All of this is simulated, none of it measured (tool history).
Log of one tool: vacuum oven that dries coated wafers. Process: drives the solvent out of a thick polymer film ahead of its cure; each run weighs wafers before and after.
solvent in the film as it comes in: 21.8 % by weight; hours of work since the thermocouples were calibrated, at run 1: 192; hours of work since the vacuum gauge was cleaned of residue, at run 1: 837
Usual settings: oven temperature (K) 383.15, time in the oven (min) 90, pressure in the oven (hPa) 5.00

run,hour,oven temperature (K),time in the oven (min),pressure in the oven (hPa),hours of work since the thermocouples were calibrated,hours of work since the vacuum gauge was cleaned of residue,solvent left in the film (%)
1,0.0,383.15,90,5.00,192,837,1.38
2,38.5,383.15,90,5.00,210,855,1.28
3,101.3,383.15,90,5.00,240,884,1.30
4,159.2,383.15,90,5.00,267,911,1.33
5,195.4,369.15,90,5.00,284,928,6.15
6,235.2,383.15,114,5.00,302,947,0.93
7,273.8,383.15,114,5.00,320,965,0.92
8,313.6,391.15,90,5.00,339,984,0.63
9,357.1,372.15,77,5.69,360,1004,5.79
10,416.8,372.15,77,5.69,388,1032,5.79
11,485.6,372.15,77,5.69,420,1065,5.69
12,524.3,372.15,77,5.69,438,1083,5.67
13,591.6,372.15,77,5.69,470,1114,5.81
14,646.3,383.15,90,13.65,495,1140,2.51
15,718.2,383.15,90,10.34,529,1174,2.08
16,766.7,394.15,140,9.65,552,1197,0.98

Forecast each of these 4 alternatives for the next run:
A,813.2,383.15,107,5.00,574,1218,?
B,813.2,391.15,63,4.42,574,1218,?
C,813.2,383.15,73,5.00,574,1218,?
D,813.2,383.15,83,5.00,574,1218,?

run,solvent left in the film (%)
A,1.06
B,0.74
C,1.95
D,1.49
Without the tool's hidden state the same runs would have given:
run,solvent left in the film (%)
A,1.05
B,0.73
C,1.94
D,1.49

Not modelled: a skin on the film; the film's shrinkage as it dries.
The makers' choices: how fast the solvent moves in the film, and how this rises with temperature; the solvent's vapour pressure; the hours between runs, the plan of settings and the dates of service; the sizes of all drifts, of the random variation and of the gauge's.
